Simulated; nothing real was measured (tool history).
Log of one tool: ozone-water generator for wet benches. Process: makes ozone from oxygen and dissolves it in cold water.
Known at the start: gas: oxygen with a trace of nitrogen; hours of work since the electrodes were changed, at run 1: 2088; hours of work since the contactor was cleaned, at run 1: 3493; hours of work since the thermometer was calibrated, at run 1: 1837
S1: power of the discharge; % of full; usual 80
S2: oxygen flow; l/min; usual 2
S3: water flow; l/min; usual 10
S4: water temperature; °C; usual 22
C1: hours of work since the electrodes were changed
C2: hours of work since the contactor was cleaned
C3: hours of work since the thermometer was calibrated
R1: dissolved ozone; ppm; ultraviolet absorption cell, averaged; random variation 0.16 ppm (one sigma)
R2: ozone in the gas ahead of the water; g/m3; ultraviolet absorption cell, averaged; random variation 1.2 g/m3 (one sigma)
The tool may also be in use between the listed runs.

Run 1, hour 0: usual settings; C1 2088; C2 3493; C3 1837. Result: R1 20.1 ppm, R2 222.5 g/m3.
Run 2, hour 54.5: usual settings; C1 2132; C2 3537; C3 1881. Result: R1 20.2 ppm, R2 227.3 g/m3.
Run 3, hour 133.3: usual settings; C1 2196; C2 3601; C3 1945. Result: R1 19.9 ppm, R2 224.5 g/m3.
Run 4, hour 211.6: usual settings; C1 2259; C2 3664; C3 2008. Result: R1 20 ppm, R2 223.7 g/m3.
Run 5, hour 274.7: usual settings; C1 2310; C2 3715; C3 2059. Result: R1 20.1 ppm, R2 225.5 g/m3.
Run 6, hour 350.3: usual settings; C1 2371; C2 3776; C3 2120. Result: R1 20.4 ppm, R2 224.1 g/m3.
Run 7, hour 455.2: usual settings but S3 8 l/min, S4 28 °C; C1 2456; C2 3861; C3 2205. Result: R1 21.7 ppm, R2 225 g/m3.
Run 8, hour 544.9: usual settings but S2 1.41 l/min, S3 8 l/min, S4 28 °C; C1 2528; C2 3934; C3 2277. Result: R1 21.7 ppm, R2 271.1 g/m3.
Run 9, hour 652.9: usual settings but S2 2.65 l/min, S3 7 l/min, S4 20 °C; C1 2615; C2 4021; C3 2365. Result: R1 26.2 ppm, R2 195.5 g/m3.
Run 10, hour 698: usual settings but S1 71 % of full, S2 2.44 l/min, S3 6 l/min, S4 18 °C; C1 2652; C2 4057; C3 2401. Result: R1 27.7 ppm, R2 185.8 g/m3.
Run 11, hour 752.6: usual settings but S1 99 % of full, S2 2.06 l/min, S3 9 l/min; C1 2696; C2 4102; C3 2445. Result: R1 24.8 ppm, R2 253.2 g/m3.

Forecast each of these 3 alternatives for the next run:
Run A, hour 830.3: usual settings; C1 2759; C2 4164; C3 2508. Result: R1 ?, R2 ?.
Run B, hour 830.3: usual settings; C1 2759; C2 4164; C3 2508. Result: R1 ?, R2 ?.
Run C, hour 830.3: usual settings; C1 2759; C2 4164; C3 2508. Result: R1 ?, R2 ?.

run    R1     R2
  A  20.3  223.2
  B  19.8  224.1
  C  20.4    224
Without the tool's hidden state the same runs would have given:
run    R1     R2
  A  20.4  223.6
  B  19.8  224.5
  C  20.4  224.5

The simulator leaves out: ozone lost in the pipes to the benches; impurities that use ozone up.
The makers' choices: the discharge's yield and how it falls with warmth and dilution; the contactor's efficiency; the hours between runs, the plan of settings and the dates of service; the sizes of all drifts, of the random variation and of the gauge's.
